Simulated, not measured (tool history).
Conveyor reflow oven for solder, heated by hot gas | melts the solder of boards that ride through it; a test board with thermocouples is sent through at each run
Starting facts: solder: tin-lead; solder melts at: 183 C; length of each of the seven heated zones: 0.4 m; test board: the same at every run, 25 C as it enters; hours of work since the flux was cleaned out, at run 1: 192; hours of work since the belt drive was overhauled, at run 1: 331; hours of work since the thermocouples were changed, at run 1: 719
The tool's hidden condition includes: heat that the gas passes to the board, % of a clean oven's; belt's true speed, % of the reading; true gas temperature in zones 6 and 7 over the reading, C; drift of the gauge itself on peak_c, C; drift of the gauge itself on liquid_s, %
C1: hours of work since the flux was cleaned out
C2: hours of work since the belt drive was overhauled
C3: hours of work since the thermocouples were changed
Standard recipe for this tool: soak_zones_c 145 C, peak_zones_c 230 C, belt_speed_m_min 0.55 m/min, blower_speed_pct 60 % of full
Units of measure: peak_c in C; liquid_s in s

{"run": 1, "day": 0.0, "soak_zones_c": 145, "peak_zones_c": 230, "belt_speed_m_min": 0.55, "blower_speed_pct": 60, "C1": 192, "C2": 331, "C3": 719, "peak_c": 208.3, "liquid_s": 57.9}
{"run": 2, "day": 0.671, "soak_zones_c": 145, "peak_zones_c": 230, "belt_speed_m_min": 0.55, "blower_speed_pct": 60, "C1": 199, "C2": 339, "C3": 726, "peak_c": 208.4, "liquid_s": 57.8}
{"run": 3, "day": 1.512, "soak_zones_c": 151, "peak_zones_c": 230, "belt_speed_m_min": 0.55, "blower_speed_pct": 60, "C1": 208, "C2": 347, "C3": 735, "peak_c": 209.1, "liquid_s": 63.5}
{"run": 4, "day": 2.396, "soak_zones_c": 145, "peak_zones_c": 230, "belt_speed_m_min": 0.55, "blower_speed_pct": 60, "C1": 218, "C2": 357, "C3": 745, "peak_c": 207.5, "liquid_s": 57.2}
{"run": 5, "day": 3.317, "soak_zones_c": 145, "peak_zones_c": 230, "belt_speed_m_min": 0.55, "blower_speed_pct": 60, "C1": 227, "C2": 367, "C3": 754, "peak_c": 208.3, "liquid_s": 57.5}
{"run": 6, "day": 4.504, "soak_zones_c": 145, "peak_zones_c": 230, "belt_speed_m_min": 0.55, "blower_speed_pct": 60, "C1": 240, "C2": 379, "C3": 767, "peak_c": 207.1, "liquid_s": 57.1}
{"run": 7, "day": 5.596, "soak_zones_c": 145, "peak_zones_c": 230, "belt_speed_m_min": 0.55, "blower_speed_pct": 60, "C1": 252, "C2": 391, "C3": 779, "peak_c": 207.7, "liquid_s": 56.3}
{"run": 8, "day": 6.721, "soak_zones_c": 145, "peak_zones_c": 230, "belt_speed_m_min": 0.55, "blower_speed_pct": 60, "C1": 264, "C2": 403, "C3": 791, "peak_c": 208.2, "liquid_s": 56.7}
{"run": 9, "day": 7.917, "soak_zones_c": 145, "peak_zones_c": 230, "belt_speed_m_min": 0.55, "blower_speed_pct": 60, "C1": 276, "C2": 416, "C3": 803, "peak_c": 207.8, "liquid_s": 57.4}
{"run": 10, "day": 8.796, "soak_zones_c": 145, "peak_zones_c": 230, "belt_speed_m_min": 0.55, "blower_speed_pct": 54, "C1": 286, "C2": 425, "C3": 813, "peak_c": 206.4, "liquid_s": 54.3}
{"run": 11, "day": 9.904, "soak_zones_c": 145, "peak_zones_c": 230, "belt_speed_m_min": 0.55, "blower_speed_pct": 54, "C1": 298, "C2": 437, "C3": 825, "peak_c": 205.4, "liquid_s": 53.8}
{"run": 12, "day": 10.508, "soak_zones_c": 145, "peak_zones_c": 230, "belt_speed_m_min": 0.55, "blower_speed_pct": 74, "C1": 304, "C2": 443, "C3": 831, "peak_c": 210.4, "liquid_s": 61.1}
{"run": 13, "day": 11.196, "soak_zones_c": 154, "peak_zones_c": 239, "belt_speed_m_min": 0.625, "blower_speed_pct": 51, "C1": 311, "C2": 451, "C3": 838, "peak_c": 208.7, "liquid_s": 53.1}
{"run": 14, "day": 11.879, "soak_zones_c": 154, "peak_zones_c": 239, "belt_speed_m_min": 0.625, "blower_speed_pct": 51, "C1": 319, "C2": 458, "C3": 846, "peak_c": 208.9, "liquid_s": 53.4}
{"run": 15, "day": 12.608, "soak_zones_c": 145, "peak_zones_c": 230, "belt_speed_m_min": 0.55, "blower_speed_pct": 57, "C1": 327, "C2": 466, "C3": 854, "peak_c": 206, "liquid_s": 54.8}
{"run": 16, "day": 13.604, "soak_zones_c": 130, "peak_zones_c": 232, "belt_speed_m_min": 0.55, "blower_speed_pct": 60, "C1": 337, "C2": 476, "C3": 864, "peak_c": 204, "liquid_s": 46.7}
{"run": 17, "day": 14.196, "soak_zones_c": 153, "peak_zones_c": 230, "belt_speed_m_min": 0.55, "blower_speed_pct": 55, "C1": 343, "C2": 483, "C3": 870, "peak_c": 207.6, "liquid_s": 61.9}
{"day": 14.375, "done": "thermocouples of zones 6 and 7 changed"}
{"run": 18, "day": 15.054, "soak_zones_c": 156, "peak_zones_c": 230, "belt_speed_m_min": 0.55, "blower_speed_pct": 80, "C1": 352, "C2": 491, "C3": 7, "peak_c": 214.9, "liquid_s": 72.1}
{"run": 19, "day": 15.804, "soak_zones_c": 139, "peak_zones_c": 230, "belt_speed_m_min": 0.55, "blower_speed_pct": 80, "C1": 360, "C2": 499, "C3": 15, "peak_c": 210.4, "liquid_s": 59.7}

Predict each of these 3 candidate next runs independently; none follows another, all start after run 19:
{"run": "A", "day": 16.554, "soak_zones_c": 145, "peak_zones_c": 236, "belt_speed_m_min": 0.55, "blower_speed_pct": 89, "C1": 368, "C2": 507, "C3": 23, "peak_c": "?", "liquid_s": "?"}
{"run": "B", "day": 16.554, "soak_zones_c": 139, "peak_zones_c": 230, "belt_speed_m_min": 0.55, "blower_speed_pct": 61, "C1": 368, "C2": 507, "C3": 23, "peak_c": "?", "liquid_s": "?"}
{"run": "C", "day": 16.554, "soak_zones_c": 143, "peak_zones_c": 218, "belt_speed_m_min": 0.55, "blower_speed_pct": 78, "C1": 368, "C2": 507, "C3": 23, "peak_c": "?", "liquid_s": "?"}

run=A peak_c=218.7 liquid_s=69.9
run=B peak_c=207.5 liquid_s=52.7
run=C peak_c=201.9 liquid_s=49.9
With no hidden state in the tool, these same runs would have given:
run=A peak_c=221.5 liquid_s=71.7
run=B peak_c=210.1 liquid_s=55.9
run=C peak_c=204.3 liquid_s=53.9
